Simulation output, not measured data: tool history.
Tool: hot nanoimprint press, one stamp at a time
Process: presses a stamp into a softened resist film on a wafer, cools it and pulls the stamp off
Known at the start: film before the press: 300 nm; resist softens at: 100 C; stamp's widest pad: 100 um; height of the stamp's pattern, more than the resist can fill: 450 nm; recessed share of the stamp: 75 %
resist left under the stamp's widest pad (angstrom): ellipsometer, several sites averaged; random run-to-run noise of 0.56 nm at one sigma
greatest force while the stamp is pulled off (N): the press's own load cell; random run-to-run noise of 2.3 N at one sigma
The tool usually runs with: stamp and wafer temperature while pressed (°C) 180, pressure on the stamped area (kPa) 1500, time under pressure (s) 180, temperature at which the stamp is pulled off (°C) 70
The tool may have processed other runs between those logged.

run   hour  stamp and wafer temperature while pressed (°C)  pressure on the stamped area (kPa)  time under pressure (s)  temperature at which the stamp is pulled off (°C)  resist left under the stamp's widest pad (angstrom)  greatest force while the stamp is pulled off (N)
  1    0.0                                             180                                1500                      180                                                 70                                                 1103                                               104
  2   33.9                                             180                                1500                      180                                                 70                                                 1085                                               105
  3   51.9                                             180                                1500                      180                                                 70                                                 1090                                               107
  4   69.4                                             180                                1500                      180                                                 70                                                 1095                                               105
  5   86.3                                             180                                1500                      180                                                 70                                                 1088                                               103
  6  115.2                                             180                                1500                      180                                                 70                                                 1093                                               100
  7  142.9                                             180                                1500                      180                                                 70                                                 1093                                               102
  8  171.9                                             180                                1500                      180                                                 70                                                 1082                                               105
  9  209.4                                             180                                1320                      180                                                 60                                                 1154                                               109
 10  239.7                                             171                                2050                      180                                                 66                                                 1311                                               111
 11  273.8                                             171                                 930                      288                                                 77                                                 1491                                               101
 12  309.6                                             171                                 930                      288                                                 77                                                 1491                                                93
 13  328.4                                             180                                 960                      134                                                 78                                                 1495                                                98
     352.9  -- stamp cleaned and given a new release coat
     376.1  -- plate thermocouple calibrated
 14  377.7                                             180                                 960                      134                                                 78                                                 1495                                                95
 15  397.7                                             189                                1500                      153                                                 70                                                  883                                               103
 16  415.8                                             172                                1360                      153                                                 67                                                 1600                                               107

Forecast each of these 5 alternatives for the next run:
  A  448.6                                             180                                1500                      206                                                 70                                                    ?                                                 ?
  B  448.6                                             172                                1990                      153                                                 67                                                    ?                                                 ?
  C  448.6                                             180                                1500                      316                                                 57                                                    ?                                                 ?
  D  448.6                                             180                                1540                      260                                                 77                                                    ?                                                 ?
  E  448.6                                             191                                1710                       94                                                 70                                                    ?                                                 ?

run  resist left under the stamp's widest pad (angstrom)  greatest force while the stamp is pulled off (N)
  A                                                 1018                                               104
  B                                                 1380                                               105
  C                                                  852                                               113
  D                                                  919                                               100
  E                                                  974                                               110
With no hidden state in the tool, these same runs would have given:
run  resist left under the stamp's widest pad (angstrom)  greatest force while the stamp is pulled off (N)
  A                                                 1018                                               104
  B                                                 1379                                               105
  C                                                  852                                               113
  D                                                  919                                                99
  E                                                  974                                               109
